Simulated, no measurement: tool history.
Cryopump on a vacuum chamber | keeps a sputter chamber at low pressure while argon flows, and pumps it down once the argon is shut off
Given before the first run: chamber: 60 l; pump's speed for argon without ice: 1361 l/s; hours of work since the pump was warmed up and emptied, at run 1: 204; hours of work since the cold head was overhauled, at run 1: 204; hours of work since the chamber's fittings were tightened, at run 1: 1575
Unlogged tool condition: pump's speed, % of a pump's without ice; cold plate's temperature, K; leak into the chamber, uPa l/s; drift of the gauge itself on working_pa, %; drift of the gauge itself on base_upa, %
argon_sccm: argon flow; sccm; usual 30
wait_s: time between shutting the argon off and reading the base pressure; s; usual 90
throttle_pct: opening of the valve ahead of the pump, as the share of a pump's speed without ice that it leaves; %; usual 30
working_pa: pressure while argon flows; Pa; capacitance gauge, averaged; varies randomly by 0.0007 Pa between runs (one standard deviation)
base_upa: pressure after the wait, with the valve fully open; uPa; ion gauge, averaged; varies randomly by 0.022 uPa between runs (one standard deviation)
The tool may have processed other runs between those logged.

run,hour,argon_sccm,wait_s,throttle_pct,hours of work since the pump was warmed up and emptied,hours of work since the cold head was overhauled,hours of work since the chamber's fittings were tightened,working_pa,base_upa
1,0.0,30,90,30,204,204,1575,0.1300,1.53
2,23.2,30,90,30,215,215,1586,0.1298,1.59
3,44.0,30,90,30,225,225,1597,0.1312,1.61
4,56.8,30,90,24,231,231,1603,0.1608,1.56
5,77.2,30,90,30,241,241,1613,0.1304,1.61
6,96.0,19,90,30,250,250,1622,0.0836,1.65
7,110.6,19,90,30,257,257,1629,0.0841,1.57
8,123.2,19,90,30,263,263,1635,0.0839,1.63
9,137.0,14,90,30,270,270,1642,0.0607,1.67
10,149.5,30,90,30,276,276,1648,0.1321,1.66
11,167.7,30,90,30,285,285,1656,0.1329,1.71
12,184.3,30,90,30,293,293,1664,0.1332,1.68
13,203.7,31,90,30,302,302,1674,0.1372,1.68
14,219.9,31,90,30,310,310,1682,0.1357,1.71
15,231.9,31,90,30,316,316,1688,0.1378,1.78
16,247.8,30,173,25,324,324,1695,0.1589,1.64
17,267.0,17,109,41,333,333,1705,0.0555,1.70
18,286.3,12,90,55,342,342,1714,0.0313,1.84
19,304.1,13,62,30,351,351,1723,0.0581,1.90

What does the tool deliver on the next run?
20,328.2,54,62,43,363,363,1734,?,?

working_pa: 0.1729 Pa
base_upa: 1.98 uPa
If the tool had no hidden condition, the same run with the same run-to-run variation would have returned working_pa 0.1539 Pa, base_upa 0.67 uPa.
